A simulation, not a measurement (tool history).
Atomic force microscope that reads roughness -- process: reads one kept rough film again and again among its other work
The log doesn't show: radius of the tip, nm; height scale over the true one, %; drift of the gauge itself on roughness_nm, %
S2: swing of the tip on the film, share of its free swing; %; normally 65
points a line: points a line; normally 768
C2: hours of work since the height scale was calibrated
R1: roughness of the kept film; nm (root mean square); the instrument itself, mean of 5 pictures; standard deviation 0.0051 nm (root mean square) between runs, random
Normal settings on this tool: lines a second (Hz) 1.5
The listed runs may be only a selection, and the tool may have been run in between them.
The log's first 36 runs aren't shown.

{"run": 37, "day": 18.942, "lines a second (Hz)": 2.51, "S2": 81, "points a line": 459, "pictures with this tip": 36, "C2": 279, "R1": 0.673}
{"run": 38, "day": 19.621, "lines a second (Hz)": 0.83, "S2": 65, "points a line": 497, "pictures with this tip": 55, "C2": 286, "R1": 0.797}
{"run": 39, "day": 20.229, "lines a second (Hz)": 1.5, "S2": 58, "points a line": 768, "pictures with this tip": 72, "C2": 292, "R1": 0.804}
{"run": 40, "day": 20.633, "lines a second (Hz)": 1.5, "S2": 58, "points a line": 768, "pictures with this tip": 83, "C2": 296, "R1": 0.807}
{"run": 41, "day": 21.225, "lines a second (Hz)": 1.5, "S2": 83, "points a line": 768, "pictures with this tip": 99, "C2": 302, "R1": 0.725}
{"run": 42, "day": 21.612, "lines a second (Hz)": 1.27, "S2": 62, "points a line": 768, "pictures with this tip": 110, "C2": 306, "R1": 0.801}
{"run": 43, "day": 22.025, "lines a second (Hz)": 1.27, "S2": 62, "points a line": 768, "pictures with this tip": 121, "C2": 310, "R1": 0.793}
{"run": 44, "day": 22.671, "lines a second (Hz)": 0.61, "S2": 66, "points a line": 963, "pictures with this tip": 139, "C2": 317, "R1": 0.82}
{"run": 45, "day": 23.004, "lines a second (Hz)": 1.31, "S2": 65, "points a line": 432, "pictures with this tip": 148, "C2": 320, "R1": 0.79}
{"run": 46, "day": 23.333, "lines a second (Hz)": 1.31, "S2": 65, "points a line": 432, "pictures with this tip": 157, "C2": 323, "R1": 0.79}
{"run": 47, "day": 23.842, "lines a second (Hz)": 1.31, "S2": 65, "points a line": 432, "pictures with this tip": 171, "C2": 328, "R1": 0.787}
{"run": 48, "day": 24.162, "lines a second (Hz)": 1.31, "S2": 65, "points a line": 432, "pictures with this tip": 180, "C2": 332, "R1": 0.787}
{"run": 49, "day": 24.45, "lines a second (Hz)": 1.15, "S2": 65, "points a line": 464, "pictures with this tip": 188, "C2": 335, "R1": 0.788}
{"day": 24.533, "done": "new tip fitted"}
{"run": 50, "day": 25.038, "lines a second (Hz)": 1.15, "S2": 65, "points a line": 464, "pictures with this tip": 14, "C2": 340, "R1": 0.799}
{"run": 51, "day": 25.479, "lines a second (Hz)": 0.51, "S2": 59, "points a line": 768, "pictures with this tip": 26, "C2": 345, "R1": 0.824}
{"run": 52, "day": 26.133, "lines a second (Hz)": 0.51, "S2": 59, "points a line": 768, "pictures with this tip": 44, "C2": 351, "R1": 0.815}

3 options for the next run, each taken on its own from the tool as it stands now. Forecast them:
{"run": "A", "day": 26.6, "lines a second (Hz)": 2.13, "S2": 57, "points a line": 768, "pictures with this tip": 57, "C2": 356, "R1": "?"}
{"run": "B", "day": 26.6, "lines a second (Hz)": 1.13, "S2": 87, "points a line": 344, "pictures with this tip": 57, "C2": 356, "R1": "?"}
{"run": "C", "day": 26.6, "lines a second (Hz)": 1.14, "S2": 65, "points a line": 768, "pictures with this tip": 57, "C2": 356, "R1": "?"}

run=A R1=0.788
run=B R1=0.729
run=C R1=0.79
With no hidden state in the tool, these same runs would have given:
run=A R1=0.788
run=B R1=0.73
run=C R1=0.791
